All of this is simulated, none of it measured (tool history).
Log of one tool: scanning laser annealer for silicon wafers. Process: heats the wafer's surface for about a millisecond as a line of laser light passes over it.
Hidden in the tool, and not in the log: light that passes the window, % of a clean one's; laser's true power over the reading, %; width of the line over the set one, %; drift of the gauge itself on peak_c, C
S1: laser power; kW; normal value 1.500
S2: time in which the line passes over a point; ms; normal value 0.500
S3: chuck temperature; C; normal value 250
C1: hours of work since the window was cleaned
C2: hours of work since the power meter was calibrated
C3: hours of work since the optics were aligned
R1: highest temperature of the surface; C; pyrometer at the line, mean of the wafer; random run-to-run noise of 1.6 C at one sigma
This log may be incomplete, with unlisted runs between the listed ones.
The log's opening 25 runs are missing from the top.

run	hour	S1	S2	S3	C1	C2	C3	R1
26	186.2	1.490	0.387	242	52	310	463	888
27	191.2	1.490	0.387	272	56	314	466	920
28	200.8	1.490	0.387	272	62	320	473	922
29	205.5	1.490	0.387	272	65	323	476	920
30	211.6	1.490	0.387	272	70	328	480	921
31	219.0	1.490	0.387	272	75	333	485	921
32	229.3	1.543	0.387	272	82	340	492	942
33	234.0	1.514	0.400	254	85	343	495	919
34	239.9	1.585	0.504	259	89	347	499	1054
35	250.5	1.585	0.504	259	96	354	507	1054
36	256.0	1.585	0.504	259	100	358	510	1053
37	266.0	1.389	0.597	250	107	365	517	1025
38	276.8	1.436	0.500	271	114	372	525	996
39	284.3	1.436	0.500	271	120	377	530	993
40	295.2	1.457	0.500	250	127	385	537	986

What if the next run were any one of these 3? Each begins from the tool's condition after run 40:
A	300.5	1.457	0.500	260	131	388	541	?
B	300.5	1.521	0.376	238	131	388	541	?
C	300.5	1.450	0.593	248	131	388	541	?

run	R1
A	995
B	884
C	1051
Without the tool's hidden state the same runs would have given:
run	R1
A	1001
B	889
C	1058
